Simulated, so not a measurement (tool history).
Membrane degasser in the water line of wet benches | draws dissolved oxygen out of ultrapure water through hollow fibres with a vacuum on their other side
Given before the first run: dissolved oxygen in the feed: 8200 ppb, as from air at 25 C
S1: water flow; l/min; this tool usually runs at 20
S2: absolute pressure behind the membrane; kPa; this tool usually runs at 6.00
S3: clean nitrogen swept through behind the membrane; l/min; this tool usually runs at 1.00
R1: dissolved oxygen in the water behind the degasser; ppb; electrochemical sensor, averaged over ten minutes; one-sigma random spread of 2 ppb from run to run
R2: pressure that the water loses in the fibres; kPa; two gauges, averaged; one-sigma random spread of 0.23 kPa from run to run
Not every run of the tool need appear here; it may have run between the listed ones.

run 1 hour=0.0 | S1=20 S2=6.00 S3=1.00 | R1=222.8 R2=63.15
run 2 hour=131.6 | S1=20 S2=6.00 S3=1.00 | R1=219.9 R2=63.57
run 3 hour=257.1 | S1=20 S2=6.00 S3=1.00 | R1=219.3 R2=63.38
run 4 hour=417.6 | S1=20 S2=6.00 S3=1.00 | R1=217.4 R2=63.13
run 5 hour=505.5 | S1=20 S2=6.00 S3=0.41 | R1=352.9 R2=63.44
run 6 hour=603.6 | S1=20 S2=6.00 S3=1.00 | R1=217.3 R2=63.58
run 7 hour=697.5 | S1=20 S2=6.00 S3=1.00 | R1=226.9 R2=63.59
run 8 hour=834.9 | S1=20 S2=6.00 S3=1.00 | R1=224.7 R2=63.25
run 9 hour=932.0 | S1=20 S2=6.00 S3=1.00 | R1=221.9 R2=63.75
run 10 hour=1104.3 | S1=20 S2=6.00 S3=1.00 | R1=221.3 R2=64.01
run 11 hour=1182.0 | S1=20 S2=6.00 S3=1.00 | R1=228.4 R2=63.55
run 12 hour=1342.4 | S1=20 S2=6.00 S3=1.00 | R1=222.6 R2=63.95
run 13 hour=1484.5 | S1=20 S2=5.90 S3=1.00 | R1=220.7 R2=63.96
run 14 hour=1569.2 | S1=20 S2=5.90 S3=1.00 | R1=221.3 R2=64.06
run 15 hour=1672.8 | S1=20 S2=5.90 S3=1.00 | R1=221.8 R2=63.97
run 16 hour=1798.2 | S1=20 S2=6.00 S3=2.53 | R1=155.8 R2=64.12
run 17 hour=1880.2 | S1=20 S2=6.00 S3=0.46 | R1=337.5 R2=64.17
run 18 hour=2026.9 | S1=20 S2=6.00 S3=0.46 | R1=343.3 R2=64.52
run 19 hour=2107.2 | S1=20 S2=6.00 S3=0.46 | R1=338.7 R2=63.77
run 20 hour=2241.4 | S1=20 S2=6.00 S3=0.70 | R1=272.4 R2=64.47
run 21 hour=2383.1 | S1=17 S2=14.51 S3=0.51 | R1=786.5 R2=54.94
run 22 hour=2468.3 | S1=17 S2=14.51 S3=0.51 | R1=781.1 R2=54.51
run 23 hour=2548.7 | S1=19 S2=11.10 S3=0.68 | R1=539.6 R2=61.36
run 24 hour=2654.5 | S1=19 S2=6.91 S3=2.00 | R1=172.2 R2=61.22
run 25 hour=2741.7 | S1=20 S2=6.21 S3=0.55 | R1=329.2 R2=64.39
run 26 hour=2843.6 | S1=20 S2=5.61 S3=1.00 | R1=218.5 R2=64.76
run 27 hour=2957.4 | S1=20 S2=5.61 S3=1.00 | R1=217.9 R2=64.58
-- hour=3028.2 vacuum gauge calibrated
run 28 hour=3049.0 | S1=13 S2=11.66 S3=0.68 | R1=376.2 R2=42.06
run 29 hour=3140.2 | S1=17 S2=8.91 S3=1.00 | R1=272.3 R2=54.78
run 30 hour=3295.5 | S1=24 S2=8.91 S3=1.00 | R1=471.6 R2=77.44
run 31 hour=3408.2 | S1=14 S2=8.91 S3=2.08 | R1=119.2 R2=45.50
run 32 hour=3503.0 | S1=19 S2=8.91 S3=2.44 | R1=197.9 R2=61.67

What if the next run were any one of these 4? Each begins from the tool's condition after run 32:
run A hour=3619.8 | S1=20 S2=12.91 S3=1.73 | R1=? R2=?
run B hour=3619.8 | S1=30 S2=6.00 S3=1.00 | R1=? R2=?
run C hour=3619.8 | S1=17 S2=9.01 S3=0.66 | R1=? R2=?
run D hour=3619.8 | S1=18 S2=6.00 S3=1.00 | R1=? R2=?

run=A R1=363.5 R2=64.76
run=B R1=556.0 R2=97.13
run=C R1=374.9 R2=55.49
run=D R1=186.7 R2=58.33
Take away the tool's hidden state, keep each run's random variation, and the runs would have read:
run=A R1=328.1 R2=59.90
run=B R1=471.3 R2=89.86
run=C R1=352.3 R2=51.34
run=D R1=161.5 R2=53.97
